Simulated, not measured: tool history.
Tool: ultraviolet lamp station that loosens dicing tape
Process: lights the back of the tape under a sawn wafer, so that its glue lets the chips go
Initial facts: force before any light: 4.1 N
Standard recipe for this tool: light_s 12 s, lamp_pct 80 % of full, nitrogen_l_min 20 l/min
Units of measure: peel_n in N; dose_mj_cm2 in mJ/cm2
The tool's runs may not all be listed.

{"run": 1, "day": 0.0, "light_s": 12, "lamp_pct": 80, "nitrogen_l_min": 20, "peel_n": 0.411, "dose_mj_cm2": 268}
{"day": 0.804, "done": "window cleaned of glue's vapour"}
{"run": 2, "day": 2.071, "light_s": 12, "lamp_pct": 80, "nitrogen_l_min": 31, "peel_n": 0.333, "dose_mj_cm2": 270}
{"run": 3, "day": 5.1, "light_s": 14, "lamp_pct": 80, "nitrogen_l_min": 20, "peel_n": 0.339, "dose_mj_cm2": 306}
{"run": 4, "day": 8.508, "light_s": 20, "lamp_pct": 80, "nitrogen_l_min": 20, "peel_n": 0.277, "dose_mj_cm2": 428}
{"run": 5, "day": 11.708, "light_s": 20, "lamp_pct": 80, "nitrogen_l_min": 20, "peel_n": 0.27, "dose_mj_cm2": 409}
{"run": 6, "day": 14.012, "light_s": 12, "lamp_pct": 80, "nitrogen_l_min": 20, "peel_n": 0.456, "dose_mj_cm2": 243}
{"run": 7, "day": 17.112, "light_s": 12, "lamp_pct": 66, "nitrogen_l_min": 7, "peel_n": 1.147, "dose_mj_cm2": 190}
{"run": 8, "day": 18.708, "light_s": 12, "lamp_pct": 66, "nitrogen_l_min": 7, "peel_n": 1.21, "dose_mj_cm2": 183}
{"run": 9, "day": 21.246, "light_s": 12, "lamp_pct": 66, "nitrogen_l_min": 7, "peel_n": 1.174, "dose_mj_cm2": 182}
{"day": 23.025, "done": "lamp changed"}
{"run": 10, "day": 23.054, "light_s": 14, "lamp_pct": 80, "nitrogen_l_min": 20, "peel_n": 0.258, "dose_mj_cm2": 448}
{"run": 11, "day": 24.921, "light_s": 14, "lamp_pct": 80, "nitrogen_l_min": 20, "peel_n": 0.275, "dose_mj_cm2": 438}
{"run": 12, "day": 26.662, "light_s": 16, "lamp_pct": 75, "nitrogen_l_min": 20, "peel_n": 0.271, "dose_mj_cm2": 463}

Results for each run, recomputed without the tool's hidden state and with each run's random variation untouched:
Hidden conditions of the tool in this case: lamp's light, % of a new lamp's; light that the window lets through, % of a clean one's; drift of the gauge itself on peel_n, %; drift of the gauge itself on dose_mj_cm2, %.
run=1 peel_n=0.278 dose_mj_cm2=417
run=2 peel_n=0.261 dose_mj_cm2=409
run=3 peel_n=0.258 dose_mj_cm2=479
run=4 peel_n=0.254 dose_mj_cm2=693
run=5 peel_n=0.243 dose_mj_cm2=686
run=6 peel_n=0.271 dose_mj_cm2=417
run=7 peel_n=0.535 dose_mj_cm2=340
run=8 peel_n=0.554 dose_mj_cm2=335
run=9 peel_n=0.516 dose_mj_cm2=342
run=10 peel_n=0.252 dose_mj_cm2=485
run=11 peel_n=0.266 dose_mj_cm2=482
run=12 peel_n=0.264 dose_mj_cm2=515

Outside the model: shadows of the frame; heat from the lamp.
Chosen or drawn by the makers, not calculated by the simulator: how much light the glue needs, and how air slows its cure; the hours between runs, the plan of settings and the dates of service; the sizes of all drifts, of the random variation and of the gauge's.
